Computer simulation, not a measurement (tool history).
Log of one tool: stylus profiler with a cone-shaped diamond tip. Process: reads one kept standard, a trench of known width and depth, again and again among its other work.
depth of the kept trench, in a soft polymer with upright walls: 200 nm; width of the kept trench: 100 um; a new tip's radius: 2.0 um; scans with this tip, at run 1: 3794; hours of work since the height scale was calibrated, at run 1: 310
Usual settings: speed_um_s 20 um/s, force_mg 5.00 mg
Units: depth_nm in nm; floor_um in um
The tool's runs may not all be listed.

run,hour,speed_um_s,force_mg,scans with this tip,hours of work since the height scale was calibrated,depth_nm,floor_um
1,0.0,20,5.00,3794,310,201.89,97.94
2,18.1,36,5.00,3912,319,201.96,97.88
3,53.4,36,5.00,4142,338,201.73,97.90
4,75.1,36,5.00,4284,350,201.96,97.84
5,92.0,36,5.00,4393,359,201.60,97.88
6,119.3,20,4.47,4572,373,201.65,97.89
7,144.7,70,4.68,4737,387,201.72,97.71
# hour 147.8: height scale calibrated on a step standard
8,175.4,70,4.68,4934,15,201.50,97.76
9,204.8,9,5.13,5125,30,201.78,97.83
10,229.8,79,3.19,5288,44,201.26,97.69
11,264.1,79,3.19,5512,62,201.23,97.61

5 ways to go on from here, each from the tool as it stands after run 11. What would each give?
A,286.7,44,4.24,5659,74,?,?
B,286.7,58,8.52,5659,74,?,?
C,286.7,72,6.31,5659,74,?,?
D,286.7,20,1.89,5659,74,?,?
E,286.7,21,7.88,5659,74,?,?

run,depth_nm,floor_um
A,201.66,97.69
B,202.58,97.74
C,201.84,97.68
D,200.66,97.73
E,202.36,97.81
Without the tool's hidden state the same runs would have given:
run,depth_nm,floor_um
A,202.08,98.11
B,203.00,98.16
C,202.26,98.10
D,201.07,98.15
E,202.78,98.23
